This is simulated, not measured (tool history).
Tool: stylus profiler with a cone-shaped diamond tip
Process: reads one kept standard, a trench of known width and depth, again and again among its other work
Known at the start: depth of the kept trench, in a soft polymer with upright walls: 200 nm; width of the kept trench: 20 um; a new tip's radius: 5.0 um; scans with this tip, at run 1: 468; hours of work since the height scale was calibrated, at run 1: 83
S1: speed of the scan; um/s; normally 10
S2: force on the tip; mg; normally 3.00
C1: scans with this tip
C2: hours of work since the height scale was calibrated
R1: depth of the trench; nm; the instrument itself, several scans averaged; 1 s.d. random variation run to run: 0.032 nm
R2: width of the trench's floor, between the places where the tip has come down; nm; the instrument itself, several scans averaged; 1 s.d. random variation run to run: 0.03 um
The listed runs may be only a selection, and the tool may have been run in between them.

Run 1, hour 0.0: usual settings; C1 468; C2 83. Result: R1 201.42 nm, R2 17140 nm.
Run 2, hour 20.2: usual settings; C1 522; C2 93. Result: R1 201.47 nm, R2 17210 nm.
Run 3, hour 42.9: usual settings; C1 582; C2 103. Result: R1 201.50 nm, R2 17140 nm.
Run 4, hour 73.3: usual settings; C1 662; C2 117. Result: R1 201.56 nm, R2 17210 nm.
Run 5, hour 96.9: usual settings; C1 725; C2 129. Result: R1 201.49 nm, R2 17160 nm.
Run 6, hour 127.0: usual settings; C1 804; C2 143. Result: R1 201.45 nm, R2 17200 nm.
Run 7, hour 152.9: usual settings; C1 873; C2 155. Result: R1 201.55 nm, R2 17180 nm.
Run 8, hour 169.0: usual settings; C1 915; C2 162. Result: R1 201.55 nm, R2 17210 nm.
Run 9, hour 186.6: usual settings; C1 962; C2 171. Result: R1 201.52 nm, R2 17170 nm.
Run 10, hour 217.0: usual settings but S2 1.81 mg; C1 1042; C2 185. Result: R1 201.09 nm, R2 17190 nm.
Run 11, hour 237.1: usual settings but S1 5 um/s, S2 1.81 mg; C1 1095; C2 194. Result: R1 201.12 nm, R2 17220 nm.
Run 12, hour 259.6: usual settings but S2 1.24 mg; C1 1155; C2 205. Result: R1 200.80 nm, R2 17190 nm.
Run 13, hour 274.3: usual settings but S2 3.51 mg; C1 1194; C2 212. Result: R1 201.75 nm, R2 17120 nm.
Run 14, hour 294.9: usual settings but S1 20 um/s; C1 1248; C2 221. Result: R1 201.53 nm, R2 17120 nm.
Run 15, hour 320.1: usual settings but S1 20 um/s; C1 1315; C2 233. Result: R1 201.50 nm, R2 17150 nm.
Run 16, hour 340.0: usual settings; C1 1367; C2 243. Result: R1 201.58 nm, R2 17230 nm.
Run 17, hour 362.2: usual settings; C1 1426; C2 253. Result: R1 201.52 nm, R2 17150 nm.
Run 18, hour 392.5: usual settings; C1 1506; C2 267. Result: R1 201.59 nm, R2 17250 nm.
Run 19, hour 422.9: usual settings; C1 1587; C2 281. Result: R1 201.50 nm, R2 17140 nm.
Run 20, hour 446.4: usual settings but S1 4 um/s; C1 1649; C2 292. Result: R1 201.55 nm, R2 17210 nm.
Run 21, hour 469.7: usual settings but S1 4 um/s; C1 1710; C2 303. Result: R1 201.50 nm, R2 17170 nm.
Run 22, hour 492.0: usual settings but S2 2.28 mg; C1 1769; C2 314. Result: R1 201.26 nm, R2 17190 nm.
Run 23, hour 514.6: usual settings; C1 1829; C2 324. Result: R1 201.50 nm, R2 17200 nm.
Run 24, hour 538.5: usual settings; C1 1892; C2 336. Result: R1 201.48 nm, R2 17150 nm.
Run 25, hour 562.4: usual settings but S1 16 um/s, S2 1.44 mg; C1 1955; C2 347. Result: R1 200.89 nm, R2 17150 nm.
Run 26, hour 586.1: usual settings but S1 22 um/s, S2 6.85 mg; C1 2018; C2 358. Result: R1 202.64 nm, R2 17210 nm.
Run 27, hour 612.8: usual settings; C1 2089; C2 370. Result: R1 201.47 nm, R2 17190 nm.
Run 28, hour 639.6: usual settings but S1 24 um/s, S2 7.19 mg; C1 2159; C2 383. Result: R1 202.76 nm, R2 17140 nm.
Run 29, hour 653.3: usual settings but S1 7 um/s, S2 1.79 mg; C1 2196; C2 389. Result: R1 201.06 nm, R2 17200 nm.
Run 30, hour 674.4: usual settings but S1 18 um/s, S2 1.52 mg; C1 2251; C2 399. Result: R1 200.99 nm, R2 17130 nm.
Run 31, hour 701.2: usual settings but S1 38 um/s, S2 3.23 mg; C1 2322; C2 412. Result: R1 201.59 nm, R2 17130 nm.
Run 32, hour 726.7: usual settings but S1 24 um/s, S2 1.74 mg; C1 2390; C2 424. Result: R1 200.99 nm, R2 17140 nm.
Run 33, hour 746.6: usual settings but S1 12 um/s, S2 1.55 mg; C1 2442; C2 433. Result: R1 200.96 nm, R2 17190 nm.
Run 34, hour 776.5: usual settings but S1 32 um/s, S2 1.42 mg; C1 2521; C2 447. Result: R1 200.95 nm, R2 17120 nm.
Run 35, hour 799.5: usual settings but S1 11 um/s, S2 1.47 mg; C1 2582; C2 458. Result: R1 200.91 nm, R2 17220 nm.
Run 36, hour 814.3: usual settings but S1 11 um/s, S2 1.47 mg; C1 2621; C2 465. Result: R1 200.93 nm, R2 17200 nm.
Run 37, hour 841.0: usual settings but S1 9 um/s, S2 1.35 mg; C1 2692; C2 478. Result: R1 200.85 nm, R2 17190 nm.
Run 38, hour 863.3: usual settings but S1 3 um/s, S2 3.12 mg; C1 2751; C2 488. Result: R1 201.51 nm, R2 17200 nm.
Run 39, hour 888.4: usual settings but S1 5 um/s, S2 4.94 mg; C1 2817; C2 500. Result: R1 202.14 nm, R2 17210 nm.
Run 40, hour 918.2: usual settings but S1 6 um/s, S2 4.94 mg; C1 2896; C2 514. Result: R1 202.18 nm, R2 17180 nm.
Run 41, hour 939.1: usual settings but S1 6 um/s, S2 4.94 mg; C1 2951; C2 523. Result: R1 202.15 nm, R2 17200 nm.
Run 42, hour 970.5: usual settings but S1 6 um/s, S2 4.94 mg; C1 3034; C2 538. Result: R1 202.12 nm, R2 17210 nm.
Run 43, hour 985.4: usual settings but S1 6 um/s, S2 3.34 mg; C1 3073; C2 545. Result: R1 201.58 nm, R2 17220 nm.
Run 44, hour 998.5: usual settings but S1 24 um/s, S2 3.70 mg; C1 3108; C2 551. Result: R1 201.78 nm, R2 17130 nm.
Run 45, hour 1016.1: usual settings but S1 33 um/s, S2 7.72 mg; C1 3155; C2 560. Result: R1 202.87 nm, R2 17240 nm.
Run 46, hour 1044.3: usual settings but S1 8 um/s, S2 3.05 mg; C1 3229; C2 573. Result: R1 201.52 nm, R2 17230 nm.
Run 47, hour 1058.9: usual settings but S1 8 um/s, S2 3.05 mg; C1 3268; C2 580. Result: R1 201.56 nm, R2 17210 nm.
Run 48, hour 1081.4: usual settings but S1 8 um/s, S2 3.05 mg; C1 3327; C2 590. Result: R1 201.56 nm, R2 17120 nm.

Alternative continuations, all from the tool just after run 48; predict every row:
Run A, hour 1099.4: usual settings but S1 36 um/s, S2 3.05 mg; C1 3375; C2 599. Result: R1 ?, R2 ?.
Run B, hour 1099.4: usual settings but S1 7 um/s, S2 3.89 mg; C1 3375; C2 599. Result: R1 ?, R2 ?.
Run C, hour 1099.4: usual settings but S1 3 um/s; C1 3375; C2 599. Result: R1 ?, R2 ?.

run      R1     R2
  A  201.54  17110
  B  201.86  17150
  C  201.52  17170
Take away the tool's hidden state, keep each run's random variation, and the runs would have read:
run      R1     R2
  A  201.54  17110
  B  201.85  17160
  C  201.52  17170
